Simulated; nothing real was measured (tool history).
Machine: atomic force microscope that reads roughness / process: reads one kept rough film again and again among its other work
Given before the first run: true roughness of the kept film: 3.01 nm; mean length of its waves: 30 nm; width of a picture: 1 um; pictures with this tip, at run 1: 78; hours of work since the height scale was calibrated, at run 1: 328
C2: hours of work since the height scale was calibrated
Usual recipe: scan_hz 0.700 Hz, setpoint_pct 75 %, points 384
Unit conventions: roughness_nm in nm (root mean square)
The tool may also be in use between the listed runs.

{"run": 1, "day": 0.0, "scan_hz": 0.7, "setpoint_pct": 75, "points": 384, "pictures with this tip": 78, "C2": 328, "roughness_nm": 2.374}
{"run": 2, "day": 1.521, "scan_hz": 0.7, "setpoint_pct": 75, "points": 384, "pictures with this tip": 115, "C2": 343, "roughness_nm": 2.262}
{"run": 3, "day": 3.192, "scan_hz": 0.7, "setpoint_pct": 75, "points": 384, "pictures with this tip": 156, "C2": 359, "roughness_nm": 2.177}
{"run": 4, "day": 4.621, "scan_hz": 0.7, "setpoint_pct": 74, "points": 384, "pictures with this tip": 192, "C2": 373, "roughness_nm": 2.085}
{"run": 5, "day": 5.588, "scan_hz": 0.7, "setpoint_pct": 74, "points": 384, "pictures with this tip": 216, "C2": 382, "roughness_nm": 2.043}
{"run": 6, "day": 6.783, "scan_hz": 0.7, "setpoint_pct": 74, "points": 384, "pictures with this tip": 245, "C2": 394, "roughness_nm": 1.979}
{"day": 6.904, "done": "new tip fitted"}
{"day": 6.946, "done": "height scale calibrated on a step standard"}
{"run": 7, "day": 7.933, "scan_hz": 0.7, "setpoint_pct": 85, "points": 384, "pictures with this tip": 24, "C2": 10, "roughness_nm": 2.409}
{"run": 8, "day": 9.362, "scan_hz": 0.7, "setpoint_pct": 75, "points": 730, "pictures with this tip": 59, "C2": 23, "roughness_nm": 2.395}
{"run": 9, "day": 10.688, "scan_hz": 0.7, "setpoint_pct": 75, "points": 730, "pictures with this tip": 92, "C2": 36, "roughness_nm": 2.334}
{"run": 10, "day": 11.554, "scan_hz": 0.566, "setpoint_pct": 75, "points": 324, "pictures with this tip": 114, "C2": 44, "roughness_nm": 2.27}
{"run": 11, "day": 12.375, "scan_hz": 0.7, "setpoint_pct": 75, "points": 647, "pictures with this tip": 134, "C2": 52, "roughness_nm": 2.225}
{"run": 12, "day": 13.454, "scan_hz": 2.703, "setpoint_pct": 57, "points": 434, "pictures with this tip": 161, "C2": 63, "roughness_nm": 2.135}
{"run": 13, "day": 14.575, "scan_hz": 2.703, "setpoint_pct": 57, "points": 434, "pictures with this tip": 188, "C2": 74, "roughness_nm": 2.068}
{"day": 15.721, "done": "height scale calibrated on a step standard, once more"}
{"run": 14, "day": 15.925, "scan_hz": 2.703, "setpoint_pct": 57, "points": 434, "pictures with this tip": 221, "C2": 2, "roughness_nm": 2.003}
{"day": 16.975, "done": "new tip fitted"}
{"run": 15, "day": 17.275, "scan_hz": 0.697, "setpoint_pct": 55, "points": 275, "pictures with this tip": 7, "C2": 15, "roughness_nm": 2.643}
{"run": 16, "day": 18.608, "scan_hz": 0.7, "setpoint_pct": 75, "points": 1017, "pictures with this tip": 40, "C2": 28, "roughness_nm": 2.499}

Branching from run 16: 4 alternative next runs. What would each branch give?
{"run": "A", "day": 19.829, "scan_hz": 0.7, "setpoint_pct": 82, "points": 283, "pictures with this tip": 71, "C2": 39, "roughness_nm": "?"}
{"run": "B", "day": 19.829, "scan_hz": 1.232, "setpoint_pct": 89, "points": 1017, "pictures with this tip": 71, "C2": 39, "roughness_nm": "?"}
{"run": "C", "day": 19.829, "scan_hz": 0.999, "setpoint_pct": 71, "points": 1017, "pictures with this tip": 71, "C2": 39, "roughness_nm": "?"}
{"run": "D", "day": 19.829, "scan_hz": 1.968, "setpoint_pct": 75, "points": 609, "pictures with this tip": 71, "C2": 39, "roughness_nm": "?"}

run=A roughness_nm=2.307
run=B roughness_nm=2.129
run=C roughness_nm=2.358
run=D roughness_nm=2.178
The same runs, with their run-to-run variation unchanged, on a tool lacking any hidden condition would have given:
run=A roughness_nm=2.522
run=B roughness_nm=2.327
run=C roughness_nm=2.577
run=D roughness_nm=2.381

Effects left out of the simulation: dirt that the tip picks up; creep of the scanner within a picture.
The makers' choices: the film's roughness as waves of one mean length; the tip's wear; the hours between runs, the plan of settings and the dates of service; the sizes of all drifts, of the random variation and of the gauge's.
